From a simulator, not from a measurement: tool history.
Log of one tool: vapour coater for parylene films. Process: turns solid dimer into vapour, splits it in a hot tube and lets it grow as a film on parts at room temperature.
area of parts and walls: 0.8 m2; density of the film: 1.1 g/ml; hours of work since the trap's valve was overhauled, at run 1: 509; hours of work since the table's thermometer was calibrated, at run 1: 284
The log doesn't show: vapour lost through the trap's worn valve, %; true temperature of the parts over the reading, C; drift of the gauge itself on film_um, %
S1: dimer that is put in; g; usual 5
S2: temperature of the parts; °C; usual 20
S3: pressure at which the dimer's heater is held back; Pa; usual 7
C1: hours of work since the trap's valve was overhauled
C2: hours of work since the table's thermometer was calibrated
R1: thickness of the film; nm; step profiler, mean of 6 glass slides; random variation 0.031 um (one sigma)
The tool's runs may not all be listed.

{"run": 1, "day": 0.0, "S1": 5, "S2": 20, "S3": 7, "C1": 509, "C2": 284, "R1": 2590}
{"run": 2, "day": 0.404, "S1": 5, "S2": 20, "S3": 7, "C1": 513, "C2": 288, "R1": 2540}
{"run": 3, "day": 0.954, "S1": 5, "S2": 20, "S3": 8.69, "C1": 519, "C2": 293, "R1": 2600}
{"run": 4, "day": 1.25, "S1": 5, "S2": 20, "S3": 9.28, "C1": 522, "C2": 296, "R1": 2540}
{"run": 5, "day": 1.596, "S1": 5, "S2": 20, "S3": 2.62, "C1": 525, "C2": 300, "R1": 2800}
{"run": 6, "day": 2.229, "S1": 5, "S2": 20, "S3": 2.62, "C1": 531, "C2": 306, "R1": 2820}
{"run": 7, "day": 2.596, "S1": 5, "S2": 13, "S3": 7, "C1": 535, "C2": 310, "R1": 3250}
{"run": 8, "day": 3.325, "S1": 5, "S2": 13, "S3": 7, "C1": 542, "C2": 317, "R1": 3260}
{"run": 9, "day": 3.938, "S1": 5, "S2": 13, "S3": 7, "C1": 548, "C2": 323, "R1": 3230}
{"run": 10, "day": 4.271, "S1": 5, "S2": 13, "S3": 7, "C1": 551, "C2": 326, "R1": 3240}
{"run": 11, "day": 4.667, "S1": 5, "S2": 14, "S3": 7, "C1": 555, "C2": 330, "R1": 3150}
{"run": 12, "day": 5.242, "S1": 5, "S2": 14, "S3": 7, "C1": 561, "C2": 336, "R1": 3110}
{"run": 13, "day": 5.829, "S1": 5, "S2": 14, "S3": 7, "C1": 567, "C2": 342, "R1": 3100}
{"run": 14, "day": 6.246, "S1": 5, "S2": 14, "S3": 7, "C1": 571, "C2": 346, "R1": 3120}
{"run": 15, "day": 6.562, "S1": 5, "S2": 20, "S3": 7, "C1": 574, "C2": 349, "R1": 2610}
{"run": 16, "day": 7.058, "S1": 5, "S2": 20, "S3": 7, "C1": 579, "C2": 354, "R1": 2610}
{"run": 17, "day": 7.675, "S1": 5, "S2": 20, "S3": 7, "C1": 585, "C2": 360, "R1": 2510}
{"run": 18, "day": 8.25, "S1": 5, "S2": 20, "S3": 9.82, "C1": 591, "C2": 365, "R1": 2480}
{"run": 19, "day": 8.867, "S1": 5, "S2": 20, "S3": 9.82, "C1": 597, "C2": 371, "R1": 2530}
{"run": 20, "day": 9.333, "S1": 5, "S2": 20, "S3": 9.82, "C1": 601, "C2": 376, "R1": 2490}
{"run": 21, "day": 9.983, "S1": 5, "S2": 20, "S3": 9.82, "C1": 608, "C2": 383, "R1": 2420}
{"run": 22, "day": 10.583, "S1": 5, "S2": 20, "S3": 9.82, "C1": 614, "C2": 388, "R1": 2510}
{"run": 23, "day": 10.925, "S1": 3, "S2": 15, "S3": 5.31, "C1": 617, "C2": 392, "R1": 1860}
{"run": 24, "day": 11.583, "S1": 2, "S2": 31, "S3": 5.02, "C1": 624, "C2": 398, "R1": 740}
{"run": 25, "day": 11.971, "S1": 6, "S2": 12, "S3": 5.02, "C1": 627, "C2": 402, "R1": 4100}
{"run": 26, "day": 12.542, "S1": 6, "S2": 28, "S3": 7.77, "C1": 633, "C2": 408, "R1": 2360}
{"run": 27, "day": 12.958, "S1": 3, "S2": 20, "S3": 4.1, "C1": 637, "C2": 412, "R1": 1570}
{"run": 28, "day": 13.692, "S1": 7, "S2": 20, "S3": 4.1, "C1": 644, "C2": 419, "R1": 3580}
{"run": 29, "day": 14.329, "S1": 3, "S2": 31, "S3": 4.1, "C1": 651, "C2": 425, "R1": 1150}
{"run": 30, "day": 14.875, "S1": 5, "S2": 20, "S3": 2.05, "C1": 656, "C2": 431, "R1": 2780}
{"run": 31, "day": 15.233, "S1": 5, "S2": 17, "S3": 5.03, "C1": 660, "C2": 434, "R1": 2850}
{"run": 32, "day": 15.742, "S1": 5, "S2": 17, "S3": 5.03, "C1": 665, "C2": 439, "R1": 2820}
{"run": 33, "day": 16.054, "S1": 5, "S2": 17, "S3": 5.03, "C1": 668, "C2": 442, "R1": 2840}
{"day": 16.533, "done": "trap's valve overhauled"}
{"run": 34, "day": 16.725, "S1": 4, "S2": 27, "S3": 11.26, "C1": 2, "C2": 447, "R1": 1790}
{"run": 35, "day": 17.267, "S1": 5, "S2": 17, "S3": 3.6, "C1": 7, "C2": 453, "R1": 3370}
{"run": 36, "day": 17.762, "S1": 3, "S2": 16, "S3": 10.89, "C1": 12, "C2": 458, "R1": 1920}
{"run": 37, "day": 18.267, "S1": 5, "S2": 16, "S3": 7.44, "C1": 17, "C2": 463, "R1": 3300}
{"run": 38, "day": 18.592, "S1": 5, "S2": 16, "S3": 7.44, "C1": 20, "C2": 466, "R1": 3280}
{"run": 39, "day": 19.308, "S1": 6, "S2": 21, "S3": 7.28, "C1": 27, "C2": 473, "R1": 3470}
{"run": 40, "day": 19.642, "S1": 6, "S2": 13, "S3": 7.15, "C1": 31, "C2": 476, "R1": 4350}
{"run": 41, "day": 20.129, "S1": 4, "S2": 17, "S3": 2.61, "C1": 36, "C2": 481, "R1": 2730}

3 ways to go on from here, each from the tool as it stands after run 41. What would each give?
{"run": "A", "day": 20.621, "S1": 4, "S2": 17, "S3": 3.7, "C1": 40, "C2": 486, "R1": "?"}
{"run": "B", "day": 20.621, "S1": 9, "S2": 15, "S3": 3.72, "C1": 40, "C2": 486, "R1": "?"}
{"run": "C", "day": 20.621, "S1": 3, "S2": 17, "S3": 3.86, "C1": 40, "C2": 486, "R1": "?"}

run=A R1=2630
run=B R1=6450
run=C R1=1960
Without the tool's hidden state the same runs would have given:
run=A R1=2710
run=B R1=6630
run=C R1=2020

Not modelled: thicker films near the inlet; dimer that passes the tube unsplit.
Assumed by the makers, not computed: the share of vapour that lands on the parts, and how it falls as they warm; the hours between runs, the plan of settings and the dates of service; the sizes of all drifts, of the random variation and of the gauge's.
